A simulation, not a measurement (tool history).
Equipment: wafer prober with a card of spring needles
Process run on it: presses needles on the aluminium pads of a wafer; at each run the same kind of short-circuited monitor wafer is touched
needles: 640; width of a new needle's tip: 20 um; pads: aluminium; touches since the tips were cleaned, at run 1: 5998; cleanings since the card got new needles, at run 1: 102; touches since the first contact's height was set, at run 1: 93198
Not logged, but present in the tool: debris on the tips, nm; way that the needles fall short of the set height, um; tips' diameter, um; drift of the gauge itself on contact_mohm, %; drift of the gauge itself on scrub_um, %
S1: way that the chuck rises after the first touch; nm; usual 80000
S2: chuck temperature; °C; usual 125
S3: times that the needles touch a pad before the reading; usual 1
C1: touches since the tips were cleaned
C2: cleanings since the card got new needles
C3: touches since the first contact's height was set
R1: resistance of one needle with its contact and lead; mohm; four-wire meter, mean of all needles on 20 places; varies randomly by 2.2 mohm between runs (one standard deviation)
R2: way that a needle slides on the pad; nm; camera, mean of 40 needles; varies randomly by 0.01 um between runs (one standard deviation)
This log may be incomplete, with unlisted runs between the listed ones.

run    hour     S1   S2  S3    C1   C2      C3   R1     R2
  1     0.0  80000  125   1  5998  102   93198  240  17360
        7.9  -- tips cleaned on abrasive film
       23.6  -- tips cleaned on abrasive film
       39.3  -- tips cleaned on abrasive film
       55.2  -- height of the first contact set anew
       59.2  -- tips cleaned on abrasive film
       74.9  -- tips cleaned on abrasive film
  2    79.3  80000   64   1  2478  107   13378  227  17360
       91.1  -- tips cleaned on abrasive film
      106.8  -- tips cleaned on abrasive film
      126.4  -- tips cleaned on abrasive film
      142.1  -- tips cleaned on abrasive film
      157.8  -- tips cleaned on abrasive film
  3   172.1  80000   64   1  8004  112   64988  225  17320
      176.1  -- tips cleaned on abrasive film
      191.8  -- tips cleaned on abrasive film
      207.5  -- tips cleaned on abrasive film
      223.2  -- tips cleaned on abrasive film
  4   237.1  95000  125   1  7788  116  101116  238  20550
      241.1  -- tips cleaned on abrasive film
      256.8  -- tips cleaned on abrasive film
      272.5  -- tips cleaned on abrasive film
      280.6  -- height of the first contact set anew
  5   285.8  95000  125   1  7241  119    2881  234  20530
      289.8  -- tips cleaned on abrasive film
      305.5  -- tips cleaned on abrasive film
      321.2  -- tips cleaned on abrasive film
      336.9  -- tips cleaned on abrasive film
      352.5  -- tips cleaned on abrasive film
      368.2  -- tips cleaned on abrasive film
  6   381.6  95000  125   1  7492  125   56154  235  20500
      385.6  -- tips cleaned on abrasive film
      405.2  -- tips cleaned on abrasive film
      424.8  -- tips cleaned on abrasive film
      440.5  -- tips cleaned on abrasive film
  7   445.6  80000  125   1  2837  129   91692  245  17250
      457.4  -- tips cleaned on abrasive film
      473.1  -- tips cleaned on abrasive film
      488.8  -- tips cleaned on abrasive film
      504.5  -- tips cleaned on abrasive film
      504.8  -- height of the first contact set anew
  8   514.2  80000  125   1  5287  133    5287  238  17250
      522.1  -- tips cleaned on abrasive film
      537.8  -- tips cleaned on abrasive film
      553.5  -- tips cleaned on abrasive film
      573.1  -- tips cleaned on abrasive film
  9   580.9  80000  125   1  4364  137   42352  239  17230
      589.1  -- tips cleaned on abrasive film
      604.8  -- tips cleaned on abrasive film
      624.4  -- tips cleaned on abrasive film
      644.0  -- tips cleaned on abrasive film
 10   646.7  80000  125   1  1518  141   78926  242  17210
      662.4  -- tips cleaned on abrasive film
      678.1  -- tips cleaned on abrasive film
      693.8  -- tips cleaned on abrasive film
 11   703.6  80000  125   1  5485  144  110572  240  17180
      711.5  -- tips cleaned on abrasive film
      727.2  -- tips cleaned on abrasive film
      727.5  -- height of the first contact set anew
      743.2  -- tips cleaned on abrasive film
      758.9  -- tips cleaned on abrasive film
      774.6  -- tips cleaned on abrasive film
      790.3  -- tips cleaned on abrasive film
 12   797.5  80000  125   1  4041  150   38921  240  17160
      809.3  -- tips cleaned on abrasive film
      825.0  -- tips cleaned on abrasive film
      840.7  -- tips cleaned on abrasive film
      856.4  -- tips cleaned on abrasive film
      872.1  -- tips cleaned on abrasive film
      891.7  -- tips cleaned on abrasive film
 13   892.4  80000  125   1   384  156   91625  239  17150
      908.1  -- tips cleaned on abrasive film
      927.7  -- tips cleaned on abrasive film
 14   933.4  80000  125   1  3218  158  114463  243  17120
      945.2  -- tips cleaned on abrasive film
      953.3  -- height of the first contact set anew
      961.2  -- tips cleaned on abrasive film
      976.9  -- tips cleaned on abrasive film
 15   987.5  80000  125   1  5929  161   19009  239  17120
      995.4  -- tips cleaned on abrasive film
     1011.1  -- tips cleaned on abrasive film
     1026.8  -- tips cleaned on abrasive film
 16  1031.9  80000   38   1  2863  164   43672  220  17100
     1043.7  -- tips cleaned on abrasive film
     1059.4  -- tips cleaned on abrasive film
     1075.1  -- tips cleaned on abrasive film
     1082.9  -- gauge calibrated
     1090.8  -- tips cleaned on abrasive film
 17  1094.1  94000   83   1  1825  168   78198  227  20410
     1109.8  -- tips cleaned on abrasive film
     1125.5  -- tips cleaned on abrasive film
     1141.2  -- tips cleaned on abrasive film
     1156.9  -- tips cleaned on abrasive film
 18  1167.2  67000   42   1  5758  172  118837  224  14520
     1175.1  -- tips cleaned on abrasive film
     1179.3  -- height of the first contact set anew
     1191.1  -- tips cleaned on abrasive film
     1206.8  -- tips cleaned on abrasive film
     1222.5  -- tips cleaned on abrasive film
     1242.0  -- tips cleaned on abrasive film
 19  1252.3  67000   42   2  5708  177   40589  223  14510
     1260.2  -- tips cleaned on abrasive film
     1275.9  -- tips cleaned on abrasive film
     1295.4  -- tips cleaned on abrasive film
 20  1302.2  67000   42   2  3790  180   68359  219  14520
     1314.0  -- tips cleaned on abrasive film
     1329.7  -- tips cleaned on abrasive film
     1349.3  -- tips cleaned on abrasive film
     1368.9  -- tips cleaned on abrasive film
 21  1371.9  67000   42   2  1678  184  107098  219  14510
     1387.6  -- tips cleaned on abrasive film
     1403.5  -- height of the first contact set anew
     1407.5  -- tips cleaned on abrasive film
     1419.5  -- card fitted with new needles
     1435.2  -- tips cleaned on abrasive film
     1450.9  -- tips cleaned on abrasive film
 22  1451.2  88000  125   1   185    2   17626  239  19010
     1466.9  -- tips cleaned on abrasive film
     1482.6  -- tips cleaned on abrasive film
     1498.3  -- tips cleaned on abrasive film
     1514.0  -- tips cleaned on abrasive film
 23  1527.6  80000   74   1  7604    6   60118  231  17260
     1531.6  -- tips cleaned on abrasive film
     1547.3  -- tips cleaned on abrasive film
     1566.9  -- tips cleaned on abrasive film
     1582.6  -- tips cleaned on abrasive film
 24  1597.4  80000   28   2  8294   10   98931  214  17250
     1601.4  -- tips cleaned on abrasive film
     1617.1  -- tips cleaned on abrasive film
     1632.8  -- tips cleaned on abrasive film
 25  1637.6  63000   50   3  2683   13  121234  223  13560

Predict each of these 4 candidate next runs independently; none follows another, all start after run 25:
     1641.8  -- height of the first contact set anew
     1649.7  -- tips cleaned on abrasive film
     1665.4  -- tips cleaned on abrasive film
     1681.1  -- tips cleaned on abrasive film
     1696.8  -- tips cleaned on abrasive film
     1712.5  -- tips cleaned on abrasive film
  A  1719.8  63000  62   3  4061  18  43301   ?   ?
     1641.8  -- height of the first contact set anew
     1649.7  -- tips cleaned on abrasive film
     1665.4  -- tips cleaned on abrasive film
     1681.1  -- tips cleaned on abrasive film
     1696.8  -- tips cleaned on abrasive film
     1712.5  -- tips cleaned on abrasive film
  B  1719.8  75000  41   3  4061  18  43301   ?   ?
     1641.8  -- height of the first contact set anew
     1649.7  -- tips cleaned on abrasive film
     1665.4  -- tips cleaned on abrasive film
     1681.1  -- tips cleaned on abrasive film
     1696.8  -- tips cleaned on abrasive film
     1712.5  -- tips cleaned on abrasive film
  C  1719.8  83000  50   1  4061  18  43301   ?   ?
     1641.8  -- height of the first contact set anew
     1649.7  -- tips cleaned on abrasive film
     1665.4  -- tips cleaned on abrasive film
     1681.1  -- tips cleaned on abrasive film
     1696.8  -- tips cleaned on abrasive film
     1712.5  -- tips cleaned on abrasive film
  D  1719.8  90000  51   1  4061  18  43301   ?   ?

run   R1     R2
  A  233  13540
  B  219  16140
  C  217  17860
  D  215  19370
What these runs would have given with no unlogged condition in the tool:
run   R1     R2
  A  233  13670
  B  219  16290
  C  217  18030
  D  215  19550
